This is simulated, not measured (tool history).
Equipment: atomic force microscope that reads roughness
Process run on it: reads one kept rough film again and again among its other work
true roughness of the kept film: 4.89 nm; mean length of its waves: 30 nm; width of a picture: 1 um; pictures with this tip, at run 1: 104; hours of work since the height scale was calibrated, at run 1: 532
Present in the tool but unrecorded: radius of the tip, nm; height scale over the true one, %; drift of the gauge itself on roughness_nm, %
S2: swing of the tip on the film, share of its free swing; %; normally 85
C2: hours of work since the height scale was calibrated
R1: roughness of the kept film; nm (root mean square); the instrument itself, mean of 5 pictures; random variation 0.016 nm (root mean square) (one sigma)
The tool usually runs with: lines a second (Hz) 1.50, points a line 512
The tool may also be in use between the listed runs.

run 1 hour=0.0 | lines_a_second_(Hz)=1.50 S2=85 points_a_line=512 | pictures_with_this_tip=104 C2=532 | R1=3.412
-- hour=2.8 new tip fitted
run 2 hour=30.3 | lines_a_second_(Hz)=1.50 S2=85 points_a_line=512 | pictures_with_this_tip=42 C2=549 | R1=3.638
-- hour=77.0 new tip fitted
run 3 hour=85.5 | lines_a_second_(Hz)=0.58 S2=85 points_a_line=512 | pictures_with_this_tip=13 C2=580 | R1=4.053
run 4 hour=139.5 | lines_a_second_(Hz)=1.50 S2=75 points_a_line=512 | pictures_with_this_tip=97 C2=610 | R1=3.600
-- hour=149.2 new tip fitted
run 5 hour=176.2 | lines_a_second_(Hz)=1.50 S2=75 points_a_line=512 | pictures_with_this_tip=41 C2=630 | R1=3.832
-- hour=222.9 new tip fitted
run 6 hour=227.6 | lines_a_second_(Hz)=1.50 S2=75 points_a_line=512 | pictures_with_this_tip=7 C2=659 | R1=3.972
run 7 hour=266.0 | lines_a_second_(Hz)=1.50 S2=75 points_a_line=512 | pictures_with_this_tip=66 C2=681 | R1=3.679
-- hour=297.1 new tip fitted
run 8 hour=319.7 | lines_a_second_(Hz)=1.50 S2=75 points_a_line=512 | pictures_with_this_tip=35 C2=710 | R1=3.876
run 9 hour=365.2 | lines_a_second_(Hz)=1.50 S2=75 points_a_line=512 | pictures_with_this_tip=105 C2=736 | R1=3.521
-- hour=368.0 new tip fitted
run 10 hour=420.1 | lines_a_second_(Hz)=1.50 S2=55 points_a_line=512 | pictures_with_this_tip=80 C2=767 | R1=3.783
-- hour=440.1 new tip fitted
run 11 hour=467.3 | lines_a_second_(Hz)=1.50 S2=55 points_a_line=512 | pictures_with_this_tip=42 C2=793 | R1=3.940
run 12 hour=505.3 | lines_a_second_(Hz)=1.50 S2=55 points_a_line=512 | pictures_with_this_tip=101 C2=814 | R1=3.708
-- hour=511.5 new tip fitted
run 13 hour=541.0 | lines_a_second_(Hz)=1.50 S2=55 points_a_line=512 | pictures_with_this_tip=45 C2=834 | R1=3.932
-- hour=582.9 new tip fitted
run 14 hour=588.5 | lines_a_second_(Hz)=1.50 S2=55 points_a_line=512 | pictures_with_this_tip=8 C2=861 | R1=4.134
run 15 hour=630.3 | lines_a_second_(Hz)=1.50 S2=55 points_a_line=512 | pictures_with_this_tip=73 C2=884 | R1=3.849
-- hour=653.6 new tip fitted
run 16 hour=680.7 | lines_a_second_(Hz)=1.50 S2=64 points_a_line=512 | pictures_with_this_tip=42 C2=912 | R1=3.925
-- hour=728.0 new tip fitted
run 17 hour=735.5 | lines_a_second_(Hz)=1.50 S2=64 points_a_line=512 | pictures_with_this_tip=11 C2=943 | R1=4.098
run 18 hour=765.4 | lines_a_second_(Hz)=1.50 S2=64 points_a_line=512 | pictures_with_this_tip=58 C2=959 | R1=3.890
-- hour=799.5 new tip fitted
run 19 hour=814.9 | lines_a_second_(Hz)=1.50 S2=64 points_a_line=512 | pictures_with_this_tip=24 C2=987 | R1=3.971
run 20 hour=843.5 | lines_a_second_(Hz)=2.55 S2=64 points_a_line=788 | pictures_with_this_tip=68 C2=1003 | R1=3.761
-- hour=869.7 new tip fitted
run 21 hour=874.3 | lines_a_second_(Hz)=1.50 S2=60 points_a_line=800 | pictures_with_this_tip=7 C2=1020 | R1=4.166
run 22 hour=926.8 | lines_a_second_(Hz)=1.00 S2=60 points_a_line=800 | pictures_with_this_tip=88 C2=1050 | R1=3.740
-- hour=940.8 new tip fitted
run 23 hour=957.9 | lines_a_second_(Hz)=3.00 S2=83 points_a_line=285 | pictures_with_this_tip=26 C2=1067 | R1=3.497
run 24 hour=988.3 | lines_a_second_(Hz)=3.00 S2=83 points_a_line=285 | pictures_with_this_tip=73 C2=1084 | R1=3.261
-- hour=1013.7 new tip fitted
run 25 hour=1032.4 | lines_a_second_(Hz)=0.71 S2=83 points_a_line=617 | pictures_with_this_tip=29 C2=1108 | R1=3.979
run 26 hour=1077.7 | lines_a_second_(Hz)=3.43 S2=71 points_a_line=948 | pictures_with_this_tip=99 C2=1134 | R1=3.449
-- hour=1085.4 new tip fitted
run 27 hour=1107.0 | lines_a_second_(Hz)=2.92 S2=65 points_a_line=455 | pictures_with_this_tip=33 C2=1150 | R1=3.875
-- hour=1158.9 new tip fitted
run 28 hour=1161.7 | lines_a_second_(Hz)=1.39 S2=64 points_a_line=416 | pictures_with_this_tip=5 C2=1181 | R1=4.110
run 29 hour=1195.3 | lines_a_second_(Hz)=2.24 S2=56 points_a_line=413 | pictures_with_this_tip=57 C2=1199 | R1=3.898
run 30 hour=1225.0 | lines_a_second_(Hz)=1.07 S2=56 points_a_line=489 | pictures_with_this_tip=102 C2=1216 | R1=3.755
-- hour=1232.3 new tip fitted
run 31 hour=1273.7 | lines_a_second_(Hz)=1.07 S2=56 points_a_line=489 | pictures_with_this_tip=64 C2=1243 | R1=3.867
-- hour=1305.2 new tip fitted
run 32 hour=1305.2 | lines_a_second_(Hz)=3.19 S2=83 points_a_line=274 | pictures_with_this_tip=0 C2=1261 | R1=3.596
run 33 hour=1339.8 | lines_a_second_(Hz)=1.50 S2=67 points_a_line=373 | pictures_with_this_tip=53 C2=1280 | R1=3.796
-- hour=1375.9 new tip fitted
run 34 hour=1378.7 | lines_a_second_(Hz)=1.50 S2=73 points_a_line=286 | pictures_with_this_tip=4 C2=1302 | R1=4.029
run 35 hour=1422.0 | lines_a_second_(Hz)=1.50 S2=63 points_a_line=512 | pictures_with_this_tip=71 C2=1326 | R1=3.846
-- hour=1447.6 new tip fitted
run 36 hour=1468.3 | lines_a_second_(Hz)=1.50 S2=63 points_a_line=512 | pictures_with_this_tip=31 C2=1352 | R1=3.968
run 37 hour=1505.6 | lines_a_second_(Hz)=1.50 S2=63 points_a_line=512 | pictures_with_this_tip=89 C2=1373 | R1=3.719

Below are 4 alternative next runs, each starting from the tool's condition after run 37. Predict each:
-- hour=1520.2 new tip fitted
run A hour=1529.4 | lines_a_second_(Hz)=0.84 S2=85 points_a_line=1010 | pictures_with_this_tip=14 C2=1386 | R1=?
-- hour=1520.2 new tip fitted
run B hour=1529.4 | lines_a_second_(Hz)=1.50 S2=85 points_a_line=474 | pictures_with_this_tip=14 C2=1386 | R1=?
-- hour=1520.2 new tip fitted
run C hour=1529.4 | lines_a_second_(Hz)=0.88 S2=75 points_a_line=746 | pictures_with_this_tip=14 C2=1386 | R1=?
-- hour=1520.2 new tip fitted
run D hour=1529.4 | lines_a_second_(Hz)=1.50 S2=67 points_a_line=278 | pictures_with_this_tip=14 C2=1386 | R1=?

run=A R1=4.022
run=B R1=3.886
run=C R1=4.105
run=D R1=3.992
With the hidden condition removed and each run's random variation left untouched, the same runs would have given:
run=A R1=4.039
run=B R1=3.903
run=C R1=4.123
run=D R1=4.009
